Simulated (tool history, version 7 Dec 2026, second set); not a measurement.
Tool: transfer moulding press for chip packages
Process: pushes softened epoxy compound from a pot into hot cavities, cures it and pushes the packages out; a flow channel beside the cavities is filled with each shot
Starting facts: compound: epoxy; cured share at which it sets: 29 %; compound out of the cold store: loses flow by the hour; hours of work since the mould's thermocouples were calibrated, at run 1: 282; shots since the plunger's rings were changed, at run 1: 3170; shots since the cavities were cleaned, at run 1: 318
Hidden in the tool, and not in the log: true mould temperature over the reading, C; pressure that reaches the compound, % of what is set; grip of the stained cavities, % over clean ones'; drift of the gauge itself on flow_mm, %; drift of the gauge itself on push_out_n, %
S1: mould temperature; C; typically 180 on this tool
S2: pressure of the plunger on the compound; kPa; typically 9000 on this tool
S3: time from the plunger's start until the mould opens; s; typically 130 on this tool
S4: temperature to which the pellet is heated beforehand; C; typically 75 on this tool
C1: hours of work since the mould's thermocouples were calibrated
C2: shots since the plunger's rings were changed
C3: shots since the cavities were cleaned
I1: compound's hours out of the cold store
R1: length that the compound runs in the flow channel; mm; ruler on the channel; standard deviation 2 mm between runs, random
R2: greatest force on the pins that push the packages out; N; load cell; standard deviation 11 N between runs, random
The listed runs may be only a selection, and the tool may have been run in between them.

Run 1, day 0.000: usual settings; C1 282; C2 3170; C3 318; I1 9.3. Result: R1 678 mm, R2 659 N.
At day 0.771: plunger's sealing rings changed.
At day 1.392: cavities cleaned with cleaning compound and waxed.
Run 2, day 2.967: usual settings; C1 309; C2 285; C3 210; I1 37.2. Result: R1 656 mm, R2 601 N.
Run 3, day 4.508: usual settings; C1 325; C2 490; C3 415; I1 34.4. Result: R1 658 mm, R2 691 N.
At day 5.162: cavities cleaned with cleaning compound and waxed.
Run 4, day 7.638: usual settings; C1 355; C2 899; C3 329; I1 33.3. Result: R1 661 mm, R2 659 N.
At day 8.896: cavities cleaned with cleaning compound and waxed.
Run 5, day 10.421: usual settings; C1 382; C2 1263; C3 204; I1 43.1. Result: R1 639 mm, R2 607 N.
Run 6, day 12.112: usual settings but S3 167 s; C1 398; C2 1488; C3 429; I1 27.5. Result: R1 667 mm, R2 545 N.
At day 12.662: cavities cleaned with cleaning compound and waxed.
Run 7, day 15.688: usual settings but S3 141 s; C1 433; C2 1957; C3 404; I1 23.4. Result: R1 664 mm, R2 595 N.
At day 16.358: cavities cleaned with cleaning compound and waxed.
At day 16.654: mould's thermocouples calibrated.
Run 8, day 18.467: usual settings; C1 18; C2 2308; C3 270; I1 43.1. Result: R1 630 mm, R2 616 N.
At day 20.262: cavities cleaned with cleaning compound and waxed.
Run 9, day 20.729: usual settings; C1 40; C2 2601; C3 62; I1 15.0. Result: R1 674 mm, R2 541 N.
Run 10, day 22.542: usual settings; C1 58; C2 2843; C3 304; I1 45.5. Result: R1 620 mm, R2 646 N.
At day 24.158: cavities cleaned with cleaning compound and waxed.
Run 11, day 25.075: usual settings but S2 7380 kPa; C1 82; C2 3173; C3 122; I1 32.9. Result: R1 583 mm, R2 575 N.
At day 25.988: plunger's sealing rings changed.
Run 12, day 27.829: usual settings but S2 7380 kPa; C1 108; C2 246; C3 475; I1 38.0. Result: R1 593 mm, R2 692 N.
At day 28.096: cavities cleaned with cleaning compound and waxed.
Run 13, day 31.404: usual settings but S4 70 C; C1 143; C2 715; C3 442; I1 29.3. Result: R1 664 mm, R2 688 N.
At day 31.775: cavities cleaned with cleaning compound and waxed.
Run 14, day 34.004: usual settings but S4 70 C; C1 168; C2 1053; C3 297; I1 18.6. Result: R1 682 mm, R2 637 N.
At day 35.633: cavities cleaned with cleaning compound and waxed.
Run 15, day 36.388: usual settings but S1 181 C, S2 8460 kPa, S3 147 s, S4 69 C; C1 191; C2 1363; C3 101; I1 44.2. Result: R1 614 mm, R2 483 N.
Run 16, day 38.925: usual settings but S1 172 C, S2 7310 kPa, S3 135 s; C1 216; C2 1701; C3 439; I1 30.9. Result: R1 603 mm, R2 1042 N.
At day 39.433: cavities cleaned with cleaning compound and waxed.
Run 17, day 42.138: usual settings but S1 172 C, S2 7310 kPa, S3 135 s; C1 247; C2 2122; C3 361; I1 43.5. Result: R1 585 mm, R2 988 N.
At day 43.167: cavities cleaned with cleaning compound and waxed.
Run 18, day 43.683: usual settings but S1 185 C, S2 8140 kPa, S3 112 s, S4 71 C; C1 262; C2 2320; C3 69; I1 29.1. Result: R1 613 mm, R2 551 N.
Run 19, day 45.671: usual settings but S1 179 C, S2 8580 kPa, S3 122 s; C1 281; C2 2585; C3 334; I1 27.4. Result: R1 641 mm, R2 750 N.
At day 46.883: cavities cleaned with cleaning compound and waxed.
Run 20, day 47.383: usual settings but S1 179 C, S2 8580 kPa, S3 122 s; C1 298; C2 2805; C3 67; I1 24.1. Result: R1 647 mm, R2 654 N.
Run 21, day 49.788: usual settings but S1 173 C, S2 8860 kPa, S3 144 s, S4 72 C; C1 321; C2 3126; C3 388; I1 33.7. Result: R1 646 mm, R2 815 N.
At day 50.621: cavities cleaned with cleaning compound and waxed.
At day 51.054: plunger's sealing rings changed.
Run 22, day 52.308: usual settings but S1 173 C, S2 8860 kPa, S3 144 s, S4 72 C; C1 345; C2 167; C3 211; I1 36.2. Result: R1 665 mm, R2 728 N.
At day 54.462: cavities cleaned with cleaning compound and waxed.
Run 23, day 55.142: usual settings but S1 186 C, S2 6850 kPa, S3 146 s, S4 65 C; C1 372; C2 538; C3 92; I1 46.5. Result: R1 553 mm, R2 439 N.
At day 58.238: cavities cleaned with cleaning compound and waxed.
Run 24, day 58.725: usual settings but S1 186 C, S2 6850 kPa, S3 146 s, S4 65 C; C1 407; C2 1007; C3 65; I1 10.5. Result: R1 599 mm, R2 444 N.
At day 61.950: cavities cleaned with cleaning compound and waxed.
At day 62.317: mould's thermocouples calibrated.
Run 25, day 62.400: usual settings but S1 186 C, S2 6850 kPa, S3 146 s, S4 65 C; C1 1; C2 1478; C3 49; I1 40.5. Result: R1 553 mm, R2 416 N.
Run 26, day 64.625: usual settings but S2 10940 kPa; C1 23; C2 1774; C3 345; I1 17.9. Result: R1 747 mm, R2 653 N.

Below are 3 alternative next runs, each starting from the tool's condition after run 26. Predict each:
At day 65.900: cavities cleaned with cleaning compound and waxed.
Run A, day 67.888: usual settings but S1 184 C, S3 153 s; C1 54; C2 2202; C3 266; I1 17.3. Result: R1 ?, R2 ?.
At day 65.900: cavities cleaned with cleaning compound and waxed.
Run B, day 67.888: usual settings but S1 173 C, S2 8480 kPa, S4 77 C; C1 54; C2 2202; C3 266; I1 40.6. Result: R1 ?, R2 ?.
At day 65.900: cavities cleaned with cleaning compound and waxed.
Run C, day 67.888: usual settings but S2 8370 kPa; C1 54; C2 2202; C3 266; I1 39.8. Result: R1 ?, R2 ?.

run   R1   R2
  A  670  483
  B  628  937
  C  617  621
Without the tool's hidden state the same runs would have given:
run   R1   R2
  A  689  390
  B  646  751
  C  635  499
